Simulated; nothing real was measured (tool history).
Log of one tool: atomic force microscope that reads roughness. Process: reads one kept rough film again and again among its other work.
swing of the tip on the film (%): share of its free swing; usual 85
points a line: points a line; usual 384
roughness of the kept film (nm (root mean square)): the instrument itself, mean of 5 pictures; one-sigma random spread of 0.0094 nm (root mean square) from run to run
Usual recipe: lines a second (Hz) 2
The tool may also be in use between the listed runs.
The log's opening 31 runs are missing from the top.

run	day	lines a second (Hz)	swing of the tip on the film (%)	points a line	pictures with this tip	hours of work since the height scale was calibrated	roughness of the kept film (nm (root mean square))
32	27.154	1.26	61	304	41	536	2.483
33	28.208	1.26	76	304	66	549	2.359
# day 28.654: new tip fitted
34	29.383	3.97	85	476	17	564	1.844
35	29.962	0.8	56	682	31	572	2.546
36	30.579	0.8	81	914	46	580	2.413
37	31.175	2.17	85	566	60	587	2.106
# day 31.946: new tip fitted
38	32.104	0.76	66	689	3	599	2.497
39	32.633	0.76	66	689	16	606	2.503
40	33.679	0.88	59	834	41	619	2.532
41	34.558	1.76	78	549	62	631	2.281
# day 35.171: new tip fitted
42	35.246	1.76	78	549	2	639	2.286
43	36.012	1.33	64	289	20	649	2.447
44	37.017	1.33	64	289	44	662	2.448
45	37.812	1.45	77	529	63	672	2.353
# day 38.379: new tip fitted
46	38.854	1.45	77	529	11	686	2.338
47	39.696	1.7	59	430	31	696	2.5
48	40.562	2.1	87	643	52	708	2.093

Each row is a separate what-if for the run after 48, all from the same tool condition, not one after another. Results?
A	41.367	2.1	61	643	71	718	?
B	41.367	2.1	58	643	71	718	?
C	41.367	2	68	384	71	718	?
D	41.367	2.38	77	384	71	718	?

run	roughness of the kept film (nm (root mean square))
A	2.427
B	2.459
C	2.361
D	2.214
Without the tool's unlogged condition, the same runs would have read:
run	roughness of the kept film (nm (root mean square))
A	2.43
B	2.462
C	2.364
D	2.217

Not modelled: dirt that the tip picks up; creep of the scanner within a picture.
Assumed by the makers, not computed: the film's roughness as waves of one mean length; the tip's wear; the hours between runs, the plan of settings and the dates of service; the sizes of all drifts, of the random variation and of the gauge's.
